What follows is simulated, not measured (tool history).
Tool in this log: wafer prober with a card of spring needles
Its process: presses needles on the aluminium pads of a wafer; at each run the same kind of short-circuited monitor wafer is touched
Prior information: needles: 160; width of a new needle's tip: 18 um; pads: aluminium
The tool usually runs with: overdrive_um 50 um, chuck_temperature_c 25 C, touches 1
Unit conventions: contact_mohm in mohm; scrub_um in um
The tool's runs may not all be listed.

run,hour,overdrive_um,chuck_temperature_c,touches,contact_mohm,scrub_um
1,0.0,50,25,1,146,6.11
# hour 1.2: tips cleaned on abrasive film
# hour 5.5: tips cleaned on abrasive film
# hour 9.8: tips cleaned on abrasive film
# hour 15.1: tips cleaned on abrasive film
# hour 20.5: tips cleaned on abrasive film
# hour 24.8: tips cleaned on abrasive film
# hour 30.1: tips cleaned on abrasive film
2,31.4,50,25,1,147,6.13
# hour 34.6: tips cleaned on abrasive film
# hour 38.9: tips cleaned on abrasive film
# hour 44.3: tips cleaned on abrasive film
3,46.6,50,25,3,147,6.14
# hour 48.8: tips cleaned on abrasive film
# hour 54.2: tips cleaned on abrasive film
# hour 59.5: tips cleaned on abrasive film
4,60.3,60,25,1,147,7.45
# hour 64.6: tips cleaned on abrasive film
# hour 70.0: tips cleaned on abrasive film
# hour 75.3: tips cleaned on abrasive film
# hour 79.6: tips cleaned on abrasive film
# hour 85.0: tips cleaned on abrasive film
5,87.8,65,25,1,145,8.03
# hour 90.0: tips cleaned on abrasive film
# hour 94.4: tips cleaned on abrasive film
# hour 99.7: tips cleaned on abrasive film
# hour 105.1: tips cleaned on abrasive film
# hour 110.4: tips cleaned on abrasive film
6,111.1,65,25,1,144,8.04
# hour 115.4: tips cleaned on abrasive film
# hour 120.8: tips cleaned on abrasive film
# hour 126.1: tips cleaned on abrasive film
# hour 131.5: tips cleaned on abrasive film
# hour 136.8: tips cleaned on abrasive film
# hour 141.1: tips cleaned on abrasive film
7,141.1,65,25,1,145,7.94
# hour 145.5: tips cleaned on abrasive film
# hour 150.8: tips cleaned on abrasive film
# hour 156.2: tips cleaned on abrasive film
# hour 161.5: tips cleaned on abrasive film
# hour 165.8: tips cleaned on abrasive film
# hour 171.2: tips cleaned on abrasive film
8,173.2,50,50,1,151,6.17
# hour 176.5: tips cleaned on abrasive film
# hour 181.8: tips cleaned on abrasive film
# hour 186.1: tips cleaned on abrasive film
9,187.7,50,50,1,151,6.16
# hour 190.9: tips cleaned on abrasive film
# hour 195.2: tips cleaned on abrasive film
# hour 200.6: tips cleaned on abrasive film
# hour 205.9: tips cleaned on abrasive film
# hour 211.3: tips cleaned on abrasive film
10,213.9,50,25,1,149,6.17
# hour 216.1: tips cleaned on abrasive film
# hour 220.4: tips cleaned on abrasive film
# hour 225.8: tips cleaned on abrasive film
# hour 230.1: tips cleaned on abrasive film
# hour 235.4: tips cleaned on abrasive film
# hour 240.8: tips cleaned on abrasive film
# hour 245.7: tips cleaned on abrasive film
11,245.7,50,25,1,148,6.04
# hour 250.0: tips cleaned on abrasive film
# hour 254.3: tips cleaned on abrasive film
# hour 259.7: tips cleaned on abrasive film
# hour 265.0: tips cleaned on abrasive film
# hour 269.3: tips cleaned on abrasive film
# hour 274.7: tips cleaned on abrasive film
12,278.5,50,25,1,147,6.13
# hour 279.7: tips cleaned on abrasive film
# hour 285.1: tips cleaned on abrasive film
# hour 290.4: tips cleaned on abrasive film
# hour 295.8: tips cleaned on abrasive film
# hour 300.1: tips cleaned on abrasive film
13,302.5,64,25,1,145,7.85
# hour 304.7: tips cleaned on abrasive film
# hour 310.0: tips cleaned on abrasive film
# hour 314.3: tips cleaned on abrasive film
# hour 319.7: tips cleaned on abrasive film
# hour 325.0: tips cleaned on abrasive film
# hour 329.3: tips cleaned on abrasive film
# hour 333.6: tips cleaned on abrasive film
14,333.6,64,25,1,142,7.80
# hour 338.5: tips cleaned on abrasive film
# hour 343.9: tips cleaned on abrasive film
# hour 349.2: tips cleaned on abrasive film
# hour 353.5: tips cleaned on abrasive film
# hour 358.5: tips cleaned on abrasive film
15,358.5,64,25,1,143,7.96
# hour 363.8: tips cleaned on abrasive film
# hour 368.1: tips cleaned on abrasive film
# hour 372.4: tips cleaned on abrasive film
# hour 377.8: tips cleaned on abrasive film
# hour 382.1: tips cleaned on abrasive film
# hour 387.4: tips cleaned on abrasive film
16,391.0,50,25,2,148,5.94
# hour 392.2: tips cleaned on abrasive film
# hour 396.5: tips cleaned on abrasive film
# hour 401.0: height of the first contact set anew
# hour 402.1: tips cleaned on abrasive film
# hour 407.5: tips cleaned on abrasive film
# hour 412.8: tips cleaned on abrasive film
# hour 417.1: tips cleaned on abrasive film
# hour 422.3: tips cleaned on abrasive film
17,422.3,63,25,2,145,7.73
# hour 426.6: tips cleaned on abrasive film
# hour 432.0: tips cleaned on abrasive film
# hour 436.9: tips cleaned on abrasive film
18,436.9,32,61,2,162,3.87
# hour 441.2: tips cleaned on abrasive film
# hour 446.6: tips cleaned on abrasive film
# hour 450.9: tips cleaned on abrasive film
# hour 455.2: tips cleaned on abrasive film
# hour 460.5: tips cleaned on abrasive film
# hour 465.9: tips cleaned on abrasive film
19,466.7,32,61,2,166,3.91

What will run 20 give?
# hour 471.0: tips cleaned on abrasive film
# hour 476.4: tips cleaned on abrasive film
# hour 481.7: tips cleaned on abrasive film
# hour 487.1: tips cleaned on abrasive film
# hour 491.4: tips cleaned on abrasive film
# hour 496.7: tips cleaned on abrasive film
20,496.9,32,61,2,?,?

contact_mohm: 165 mohm
scrub_um: 3.96 um
Minus the tool's unlogged condition, the same run would have read contact_mohm 165 mohm, scrub_um 3.96 um.

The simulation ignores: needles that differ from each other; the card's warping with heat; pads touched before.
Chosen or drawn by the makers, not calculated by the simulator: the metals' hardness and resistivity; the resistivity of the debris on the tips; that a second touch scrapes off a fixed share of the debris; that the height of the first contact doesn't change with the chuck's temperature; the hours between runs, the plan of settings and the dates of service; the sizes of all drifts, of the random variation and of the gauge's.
